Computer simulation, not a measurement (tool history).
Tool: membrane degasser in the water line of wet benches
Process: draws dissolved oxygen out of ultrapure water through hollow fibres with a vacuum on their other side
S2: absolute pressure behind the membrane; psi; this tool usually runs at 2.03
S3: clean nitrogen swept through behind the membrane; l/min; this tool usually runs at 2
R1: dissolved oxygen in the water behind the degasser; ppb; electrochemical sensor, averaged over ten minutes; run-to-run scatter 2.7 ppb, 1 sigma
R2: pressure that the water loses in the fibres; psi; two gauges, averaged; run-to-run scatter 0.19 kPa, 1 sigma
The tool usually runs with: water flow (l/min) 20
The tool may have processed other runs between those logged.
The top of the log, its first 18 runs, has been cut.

run 19 hour=1256 | water_flow_(l/min)=30 S2=2.03 S3=1.14 | R1=649.7 R2=8.227
run 20 hour=1335 | water_flow_(l/min)=24 S2=3.77 S3=1.36 | R1=865.4 R2=6.617
run 21 hour=1405.3 | water_flow_(l/min)=19 S2=3.1 S3=2.73 | R1=312.9 R2=5.239
run 22 hour=1481.2 | water_flow_(l/min)=27 S2=1.44 S3=1.8 | R1=283 R2=7.345
run 23 hour=1554.5 | water_flow_(l/min)=27 S2=1.44 S3=1.8 | R1=286.5 R2=7.398
run 24 hour=1602.8 | water_flow_(l/min)=27 S2=1.44 S3=1.8 | R1=288.9 R2=7.398
run 25 hour=1649.9 | water_flow_(l/min)=25 S2=1.57 S3=4.03 | R1=162.1 R2=6.86
run 26 hour=1699 | water_flow_(l/min)=25 S2=1.57 S3=4.03 | R1=160.8 R2=6.846
run 27 hour=1758.6 | water_flow_(l/min)=25 S2=1.57 S3=4.03 | R1=160.5 R2=6.857
run 28 hour=1801.6 | water_flow_(l/min)=23 S2=3.7 S3=3.64 | R1=352.5 R2=6.299
run 29 hour=1877.4 | water_flow_(l/min)=23 S2=2.12 S3=3.6 | R1=209.1 R2=6.248
run 30 hour=1949.6 | water_flow_(l/min)=23 S2=4.1 S3=2 | R1=657.3 R2=6.337
run 31 hour=2033.3 | water_flow_(l/min)=23 S2=4.1 S3=2 | R1=656 R2=6.284
run 32 hour=2105.8 | water_flow_(l/min)=23 S2=4.1 S3=2 | R1=664.8 R2=6.286

3 options for the next run, each taken on its own from the tool as it stands now. Forecast them:
-- hour=2156.3 vacuum gauge calibrated
run A hour=2166.3 | water_flow_(l/min)=30 S2=2.57 S3=1.34 | R1=? R2=?
-- hour=2156.3 vacuum gauge calibrated
run B hour=2166.3 | water_flow_(l/min)=21 S2=1.58 S3=1.41 | R1=? R2=?
-- hour=2156.3 vacuum gauge calibrated
run C hour=2166.3 | water_flow_(l/min)=23 S2=2.45 S3=2 | R1=? R2=?

run=A R1=747.8 R2=8.245
run=B R1=276.4 R2=5.764
run=C R1=391.3 R2=6.274
With no hidden state in the tool, these same runs would have given:
run=A R1=747.2 R2=8.238
run=B R1=276.1 R2=5.758
run=C R1=390.9 R2=6.269
